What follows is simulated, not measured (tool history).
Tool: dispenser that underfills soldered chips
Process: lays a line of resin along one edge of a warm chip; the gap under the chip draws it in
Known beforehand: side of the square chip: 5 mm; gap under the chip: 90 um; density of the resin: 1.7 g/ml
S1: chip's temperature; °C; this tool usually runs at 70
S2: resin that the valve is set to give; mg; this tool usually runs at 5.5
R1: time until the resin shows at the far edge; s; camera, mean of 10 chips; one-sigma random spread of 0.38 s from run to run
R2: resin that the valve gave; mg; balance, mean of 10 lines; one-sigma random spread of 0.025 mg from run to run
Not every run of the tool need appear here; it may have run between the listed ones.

{"run": 1, "hour": 0.0, "S1": 70, "S2": 5.5, "R1": 50, "R2": 5.15}
{"hour": 1.4, "done": "new syringe of resin"}
{"run": 2, "hour": 4.7, "S1": 70, "S2": 5.5, "R1": 31, "R2": 5.14}
{"run": 3, "hour": 7.0, "S1": 70, "S2": 5.5, "R1": 35.2, "R2": 5.11}
{"run": 4, "hour": 10.3, "S1": 70, "S2": 5.5, "R1": 44.2, "R2": 5.09}
{"hour": 13.3, "done": "new syringe of resin"}
{"hour": 14.3, "done": "dispensing valve cleaned and set on the balance"}
{"run": 5, "hour": 15.1, "S1": 70, "S2": 5.5, "R1": 25.9, "R2": 5.52}
{"run": 6, "hour": 19.6, "S1": 70, "S2": 5.5, "R1": 35.1, "R2": 5.48}
{"run": 7, "hour": 21.8, "S1": 84, "S2": 5.52, "R1": 24.9, "R2": 5.5}
{"hour": 25.9, "done": "new syringe of resin"}
{"run": 8, "hour": 26.6, "S1": 84, "S2": 5.52, "R1": 16.2, "R2": 5.45}
{"run": 9, "hour": 31.3, "S1": 56, "S2": 6.46, "R1": 63, "R2": 6.41}
{"run": 10, "hour": 34.3, "S1": 72, "S2": 5.19, "R1": 41.4, "R2": 5.12}
{"hour": 37.8, "done": "new syringe of resin"}
{"run": 11, "hour": 38.0, "S1": 82, "S2": 6.14, "R1": 16.1, "R2": 6.03}

Here are 3 independent what-if runs from the current tool condition. What would each one return?
{"run": "A", "hour": 42.8, "S1": 78, "S2": 6.2, "R1": "?", "R2": "?"}
{"run": "B", "hour": 42.8, "S1": 78, "S2": 6.14, "R1": "?", "R2": "?"}
{"run": "C", "hour": 42.8, "S1": 57, "S2": 5.46, "R1": "?", "R2": "?"}

run=A R1=25.6 R2=6.1
run=B R1=26.5 R2=6.03
run=C R1=60.5 R2=5.42
With the hidden condition removed and each run's random variation left untouched, the same runs would have given:
run=A R1=17.4 R2=6.21
run=B R1=18.1 R2=6.14
run=C R1=40.9 R2=5.52
